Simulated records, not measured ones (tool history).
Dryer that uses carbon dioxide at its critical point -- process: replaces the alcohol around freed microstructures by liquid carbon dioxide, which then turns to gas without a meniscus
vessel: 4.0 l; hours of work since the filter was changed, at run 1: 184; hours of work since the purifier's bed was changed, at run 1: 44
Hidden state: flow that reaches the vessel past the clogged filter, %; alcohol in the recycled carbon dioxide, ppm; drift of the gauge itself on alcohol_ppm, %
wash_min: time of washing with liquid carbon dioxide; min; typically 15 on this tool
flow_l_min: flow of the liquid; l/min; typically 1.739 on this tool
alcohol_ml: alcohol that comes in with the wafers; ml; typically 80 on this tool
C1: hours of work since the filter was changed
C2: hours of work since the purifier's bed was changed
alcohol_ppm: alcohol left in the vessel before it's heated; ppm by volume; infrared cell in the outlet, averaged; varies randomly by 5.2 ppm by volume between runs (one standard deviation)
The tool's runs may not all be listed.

run 1 day=0.000 | wash_min=15 flow_l_min=1.739 alcohol_ml=80 | C1=184 C2=44 | alcohol_ppm=233
run 2 day=0.325 | wash_min=15 flow_l_min=1.739 alcohol_ml=80 | C1=187 C2=46 | alcohol_ppm=232
run 3 day=0.696 | wash_min=15 flow_l_min=1.739 alcohol_ml=80 | C1=190 C2=50 | alcohol_ppm=230
run 4 day=1.079 | wash_min=15 flow_l_min=1.739 alcohol_ml=80 | C1=194 C2=53 | alcohol_ppm=234
run 5 day=1.392 | wash_min=15 flow_l_min=1.739 alcohol_ml=80 | C1=196 C2=56 | alcohol_ppm=243
run 6 day=1.808 | wash_min=15 flow_l_min=1.890 alcohol_ml=80 | C1=200 C2=59 | alcohol_ppm=165
run 7 day=2.212 | wash_min=15 flow_l_min=1.890 alcohol_ml=80 | C1=203 C2=63 | alcohol_ppm=176
run 8 day=2.646 | wash_min=15 flow_l_min=1.890 alcohol_ml=80 | C1=207 C2=67 | alcohol_ppm=182
run 9 day=2.950 | wash_min=15 flow_l_min=1.890 alcohol_ml=80 | C1=210 C2=69 | alcohol_ppm=179
run 10 day=3.308 | wash_min=15 flow_l_min=1.739 alcohol_ml=36 | C1=213 C2=73 | alcohol_ppm=134
-- day=3.708 inlet filter changed
run 11 day=3.725 | wash_min=15 flow_l_min=1.739 alcohol_ml=119 | C1=0 C2=76 | alcohol_ppm=175
run 12 day=4.021 | wash_min=15 flow_l_min=1.739 alcohol_ml=119 | C1=3 C2=78 | alcohol_ppm=171
run 13 day=4.492 | wash_min=15 flow_l_min=1.739 alcohol_ml=119 | C1=7 C2=83 | alcohol_ppm=175
run 14 day=4.971 | wash_min=15 flow_l_min=1.600 alcohol_ml=41 | C1=11 C2=87 | alcohol_ppm=101
run 15 day=5.408 | wash_min=15 flow_l_min=1.600 alcohol_ml=81 | C1=15 C2=91 | alcohol_ppm=173
run 16 day=5.746 | wash_min=17 flow_l_min=1.220 alcohol_ml=80 | C1=18 C2=94 | alcohol_ppm=323
run 17 day=5.975 | wash_min=14 flow_l_min=2.360 alcohol_ml=24 | C1=20 C2=96 | alcohol_ppm=48
run 18 day=6.442 | wash_min=14 flow_l_min=1.740 alcohol_ml=24 | C1=24 C2=100 | alcohol_ppm=80
run 19 day=6.883 | wash_min=14 flow_l_min=1.740 alcohol_ml=24 | C1=28 C2=103 | alcohol_ppm=86
run 20 day=7.238 | wash_min=14 flow_l_min=1.740 alcohol_ml=24 | C1=31 C2=107 | alcohol_ppm=76
run 21 day=7.612 | wash_min=15 flow_l_min=1.740 alcohol_ml=45 | C1=34 C2=110 | alcohol_ppm=107
run 22 day=7.875 | wash_min=17 flow_l_min=1.280 alcohol_ml=95 | C1=36 C2=112 | alcohol_ppm=323
run 23 day=8.217 | wash_min=14 flow_l_min=1.280 alcohol_ml=95 | C1=39 C2=115 | alcohol_ppm=662

Describe how what the log doesn't record of the tool's condition differs between the last listed run preceding each entry between runs and the first listed run following it.
Between runs 10 and 11: inlet filter changed (day 3.708)
  flow that reaches the vessel past the clogged filter, %: 83.2 -> 99.7; alcohol in the recycled carbon dioxide, ppm: 27 -> 27.9
  measured value less the no-hidden-state value, alcohol_ppm: +84 -> +26 ppm by volume

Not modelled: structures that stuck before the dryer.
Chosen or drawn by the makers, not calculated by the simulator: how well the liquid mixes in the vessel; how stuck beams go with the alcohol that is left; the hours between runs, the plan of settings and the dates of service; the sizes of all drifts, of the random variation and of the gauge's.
